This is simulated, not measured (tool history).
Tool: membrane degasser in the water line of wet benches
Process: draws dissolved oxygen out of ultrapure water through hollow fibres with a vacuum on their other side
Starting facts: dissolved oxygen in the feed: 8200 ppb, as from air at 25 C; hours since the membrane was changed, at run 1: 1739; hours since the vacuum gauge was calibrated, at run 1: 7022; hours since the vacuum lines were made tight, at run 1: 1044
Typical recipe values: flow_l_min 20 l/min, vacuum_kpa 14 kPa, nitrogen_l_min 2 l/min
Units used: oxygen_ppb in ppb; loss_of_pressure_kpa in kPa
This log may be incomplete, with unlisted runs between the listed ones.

run      day  flow_l_min  vacuum_kpa  nitrogen_l_min  hours since the membrane was changed  hours since the vacuum gauge was calibrated  hours since the vacuum lines were made tight  oxygen_ppb  loss_of_pressure_kpa
  1        0          20          14               2                                  1739                                         7022                                          1044         411                 36.71
  2    4.062          20        12.4               2                                  1837                                         7120                                          1142       386.6                 37.17
       6.638  -- vacuum gauge calibrated
  3    8.396          20        12.4               2                                  1940                                           42                                          1245       372.4                 37.15
  4   12.621          20        12.4               2                                  2042                                          144                                          1347       377.1                  37.1
  5   15.604          20        12.4               2                                  2113                                          215                                          1418       368.3                 36.93
  6   18.746          20        12.4            4.32                                  2189                                          291                                          1494       262.8                 37.25
  7   20.946          20        12.4            4.32                                  2242                                          343                                          1547       257.9                 36.87
  8   23.596          20          14            1.04                                  2305                                          407                                          1610       594.6                 37.12
  9   25.792          20          14            1.33                                  2358                                          460                                          1663       504.5                 37.05
 10    29.65          20          14             0.9                                  2450                                          552                                          1755         652                 37.52
 11   31.533          20          14             0.9                                  2496                                          597                                          1801       659.1                 36.86
 12   34.267          20          14               2                                  2561                                          663                                          1866       413.5                 37.61
 13   38.492          21          14               2                                  2663                                          765                                          1968       429.7                 39.22
 14   40.579          21          14               2                                  2713                                          815                                          2018       439.4                 39.46
 15   44.458          21          14               2                                  2806                                          908                                          2111       429.8                 39.17
 16   47.642          20          14               2                                  2882                                          984                                          2187       405.5                  37.3
 17   50.575          20          14               2                                  2953                                         1054                                          2258       409.9                 37.36
 18   54.296          25          14            0.82                                  3042                                         1144                                          2347       858.2                 47.22
 19   58.017          27        10.4            4.72                                  3131                                         1233                                          2436       349.3                 50.48
 20   62.417          19        10.4            4.72                                  3237                                         1339                                          2542         232                 35.56
 21   65.333          19        10.4            4.72                                  3307                                         1409                                          2612       231.6                 35.92
 22   67.617          18          14            3.06                                  3362                                         1464                                          2667       299.4                  34.2
 23   69.512          28        34.1            0.85                                  3407                                         1509                                          2712      1923.8                 52.72
 24   72.012          24        12.3               2                                  3467                                         1569                                          2772       469.6                 44.89
 25   75.362          13        17.8            1.81                                  3548                                         1649                                          2853       339.3                 24.57
 26   78.654          13        17.8            1.81                                  3626                                         1728                                          2931       332.7                 24.85
 27   82.254          27        27.1            1.44                                  3713                                         1815                                          3018      1130.3                 51.38
 28   85.071          27        27.1            1.44                                  3781                                         1882                                          3086      1128.9                 51.37
 29     88.4          18         8.7            3.32                                  3860                                         1962                                          3165       224.1                 34.41
 30    92.05          20        32.9            3.31                                  3948                                         2050                                          3253       586.5                 38.05
 31   95.821          20        32.9            3.31                                  4038                                         2140                                          3343       588.1                 38.08
 32   98.204          20        11.7            4.84                                  4096                                         2198                                          3401       265.3                 37.91
 33  101.988          23        27.9            1.04                                  4186                                         2288                                          3491      1245.7                 43.58

Alternative continuations, all from the tool just after run 33; predict every row:
  A  106.088          17          14            0.81                                  4285                                         2387                                          3590           ?                     ?
  B  106.088          23          12            1.06                                  4285                                         2387                                          3590           ?                     ?
  C  106.088          20          14            1.66                                  4285                                         2387                                          3590           ?                     ?

run  oxygen_ppb  loss_of_pressure_kpa
  A       614.6                 32.34
  B         624                 43.98
  C         472                 38.08
Take away the tool's hidden state, keep each run's random variation, and the runs would have read:
run  oxygen_ppb  loss_of_pressure_kpa
  A       579.8                 30.84
  B       580.2                 41.95
  C       435.3                 36.31

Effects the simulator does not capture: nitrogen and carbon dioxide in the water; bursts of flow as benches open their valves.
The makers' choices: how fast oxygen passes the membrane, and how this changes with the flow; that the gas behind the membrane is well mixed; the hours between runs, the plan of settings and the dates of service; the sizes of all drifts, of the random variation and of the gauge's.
